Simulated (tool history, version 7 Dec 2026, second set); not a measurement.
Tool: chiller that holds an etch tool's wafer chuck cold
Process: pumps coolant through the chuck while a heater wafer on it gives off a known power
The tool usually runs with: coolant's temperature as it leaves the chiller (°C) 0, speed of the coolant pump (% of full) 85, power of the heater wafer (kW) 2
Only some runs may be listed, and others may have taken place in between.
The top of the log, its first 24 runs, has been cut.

run    hour  coolant's temperature as it leaves the chiller (°C)  speed of the coolant pump (% of full)  power of the heater wafer (kW)  hours since the coolant was changed and the channels were flushed  hours since the pump was overhauled  hours since the chiller's thermometer was calibrated  chuck's temperature once it has settled (°C)  how much warmer the coolant comes back (C)
 25  1894.3                                                    1                                     60                            2.86                                                               3422                                  280                                                  2282                                          34.7                                        9.04
 26  1952.9                                                    1                                     64                               2                                                               3481                                  339                                                  2341                                          23.5                                        5.96
 27  2020.9                                                    1                                     64                               2                                                               3549                                  407                                                  2409                                          23.7                                        5.89
 28  2122.6                                                    1                                     64                               2                                                               3651                                  508                                                  2511                                          23.7                                        5.93
 29  2177.4                                                    1                                     64                               2                                                               3705                                  563                                                  2566                                          23.8                                        5.99
 30  2222.5                                                    0                                     78                           2.932                                                               3751                                  608                                                  2611                                          28.1                                        7.21
 31  2316.8                                                    0                                     78                           2.932                                                               3845                                  703                                                  2705                                          28.4                                        7.24
 32  2390.6                                                    0                                     78                           2.932                                                               3919                                  776                                                  2779                                          28.5                                        7.17
 33  2462.1                                                    0                                     94                           2.106                                                               3990                                  848                                                  2850                                          17.6                                        4.27

Each row is a separate what-if for the run after 33, all from the same tool condition, not one after another. Results?
  A  2553.9                                                   -1                                     85                           2.222                                                               4082                                  940                                                  2942                                             ?                                           ?
  B  2553.9                                                    0                                     85                           1.781                                                               4082                                  940                                                  2942                                             ?                                           ?
  C  2553.9                                                    0                                    100                           2.106                                                               4082                                  940                                                  2942                                             ?                                           ?

run  chuck's temperature once it has settled (°C)  how much warmer the coolant comes back (C)
  A                                          19.2                                        5.02
  B                                          16.6                                        3.97
  C                                            17                                        4.04
Take away the tool's hidden state, keep each run's random variation, and the runs would have read:
run  chuck's temperature once it has settled (°C)  how much warmer the coolant comes back (C)
  A                                          16.1                                        4.93
  B                                            14                                         3.9
  C                                          14.4                                        3.96
